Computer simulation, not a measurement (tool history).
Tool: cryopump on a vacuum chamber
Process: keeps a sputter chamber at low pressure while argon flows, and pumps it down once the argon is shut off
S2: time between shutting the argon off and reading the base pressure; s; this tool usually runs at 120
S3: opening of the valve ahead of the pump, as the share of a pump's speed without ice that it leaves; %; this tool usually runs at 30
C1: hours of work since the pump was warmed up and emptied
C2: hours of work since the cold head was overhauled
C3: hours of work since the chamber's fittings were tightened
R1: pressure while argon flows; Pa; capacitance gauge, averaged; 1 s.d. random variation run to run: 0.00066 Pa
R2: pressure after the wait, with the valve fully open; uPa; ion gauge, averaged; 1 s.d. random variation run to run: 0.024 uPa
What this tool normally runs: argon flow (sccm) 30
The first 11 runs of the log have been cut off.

{"run": 12, "hour": 981.8, "argon flow (sccm)": 30, "S2": 120, "S3": 30, "C1": 494, "C2": 1939, "C3": 324, "R1": 0.1126, "R2": 1.17}
{"run": 13, "hour": 1062.8, "argon flow (sccm)": 30, "S2": 120, "S3": 30, "C1": 533, "C2": 1978, "C3": 363, "R1": 0.1143, "R2": 1.15}
{"run": 14, "hour": 1123.6, "argon flow (sccm)": 30, "S2": 120, "S3": 30, "C1": 562, "C2": 2007, "C3": 392, "R1": 0.1139, "R2": 1.19}
{"run": 15, "hour": 1223.5, "argon flow (sccm)": 30, "S2": 120, "S3": 45, "C1": 610, "C2": 2055, "C3": 441, "R1": 0.079, "R2": 1.2}
{"run": 16, "hour": 1292.8, "argon flow (sccm)": 30, "S2": 120, "S3": 16, "C1": 644, "C2": 2089, "C3": 474, "R1": 0.2101, "R2": 1.26}
{"hour": 1344.8, "done": "pump warmed up, emptied and cooled again"}
{"run": 17, "hour": 1383.0, "argon flow (sccm)": 30, "S2": 120, "S3": 19, "C1": 18, "C2": 2130, "C3": 515, "R1": 0.1685, "R2": 1.14}
{"run": 18, "hour": 1447.6, "argon flow (sccm)": 19, "S2": 120, "S3": 30, "C1": 50, "C2": 2161, "C3": 546, "R1": 0.0676, "R2": 1.22}
{"run": 19, "hour": 1572.0, "argon flow (sccm)": 19, "S2": 120, "S3": 30, "C1": 110, "C2": 2221, "C3": 606, "R1": 0.069, "R2": 1.27}
{"run": 20, "hour": 1668.3, "argon flow (sccm)": 14, "S2": 120, "S3": 57, "C1": 156, "C2": 2267, "C3": 653, "R1": 0.0267, "R2": 1.29}
{"run": 21, "hour": 1727.5, "argon flow (sccm)": 19, "S2": 50, "S3": 57, "C1": 185, "C2": 2296, "C3": 681, "R1": 0.0362, "R2": 2.3}
{"run": 22, "hour": 1797.9, "argon flow (sccm)": 15, "S2": 20, "S3": 42, "C1": 219, "C2": 2330, "C3": 715, "R1": 0.0396, "R2": 4.96}
{"run": 23, "hour": 1901.2, "argon flow (sccm)": 15, "S2": 20, "S3": 42, "C1": 269, "C2": 2380, "C3": 765, "R1": 0.0389, "R2": 5.11}
{"run": 24, "hour": 1976.3, "argon flow (sccm)": 15, "S2": 20, "S3": 42, "C1": 305, "C2": 2416, "C3": 801, "R1": 0.0404, "R2": 4.97}
{"run": 25, "hour": 2072.6, "argon flow (sccm)": 44, "S2": 32, "S3": 22, "C1": 351, "C2": 2463, "C3": 848, "R1": 0.2191, "R2": 3.35}
{"run": 26, "hour": 2190.6, "argon flow (sccm)": 44, "S2": 268, "S3": 22, "C1": 408, "C2": 2519, "C3": 905, "R1": 0.2191, "R2": 1.03}
{"run": 27, "hour": 2258.1, "argon flow (sccm)": 36, "S2": 120, "S3": 30, "C1": 441, "C2": 2552, "C3": 937, "R1": 0.1342, "R2": 1.54}
{"run": 28, "hour": 2315.1, "argon flow (sccm)": 36, "S2": 120, "S3": 30, "C1": 468, "C2": 2580, "C3": 965, "R1": 0.1347, "R2": 1.45}
{"run": 29, "hour": 2436.9, "argon flow (sccm)": 48, "S2": 57, "S3": 31, "C1": 527, "C2": 2638, "C3": 1024, "R1": 0.1765, "R2": 2.38}
{"run": 30, "hour": 2524.2, "argon flow (sccm)": 25, "S2": 49, "S3": 22, "C1": 569, "C2": 2680, "C3": 1066, "R1": 0.1273, "R2": 2.72}
{"run": 31, "hour": 2579.0, "argon flow (sccm)": 30, "S2": 72, "S3": 30, "C1": 596, "C2": 2707, "C3": 1092, "R1": 0.115, "R2": 2.07}
{"run": 32, "hour": 2685.4, "argon flow (sccm)": 15, "S2": 292, "S3": 30, "C1": 647, "C2": 2758, "C3": 1144, "R1": 0.0575, "R2": 1.19}
{"hour": 2731.0, "done": "pump warmed up, emptied and cooled again"}
{"run": 33, "hour": 2780.4, "argon flow (sccm)": 28, "S2": 120, "S3": 30, "C1": 24, "C2": 2802, "C3": 1187, "R1": 0.1014, "R2": 1.48}
{"run": 34, "hour": 2844.6, "argon flow (sccm)": 24, "S2": 163, "S3": 30, "C1": 55, "C2": 2833, "C3": 1218, "R1": 0.0857, "R2": 1.31}
{"run": 35, "hour": 2940.8, "argon flow (sccm)": 34, "S2": 120, "S3": 30, "C1": 101, "C2": 2879, "C3": 1265, "R1": 0.1227, "R2": 1.57}

Consider 3 possible next runs. They are alternatives, not a sequence: every one starts from the tool as it was left by run 35. What does each give?
{"run": "A", "hour": 3003.3, "argon flow (sccm)": 34, "S2": 147, "S3": 29, "C1": 131, "C2": 2909, "C3": 1295, "R1": "?", "R2": "?"}
{"run": "B", "hour": 3003.3, "argon flow (sccm)": 46, "S2": 120, "S3": 30, "C1": 131, "C2": 2909, "C3": 1295, "R1": "?", "R2": "?"}
{"run": "C", "hour": 3003.3, "argon flow (sccm)": 34, "S2": 120, "S3": 43, "C1": 131, "C2": 2909, "C3": 1295, "R1": "?", "R2": "?"}

run=A R1=0.1277 R2=1.43
run=B R1=0.1665 R2=1.59
run=C R1=0.0870 R2=1.53
Without the tool's unlogged condition, the same runs would have read:
run=A R1=0.1250 R2=0.78
run=B R1=0.1629 R2=0.93
run=C R1=0.0843 R2=0.89
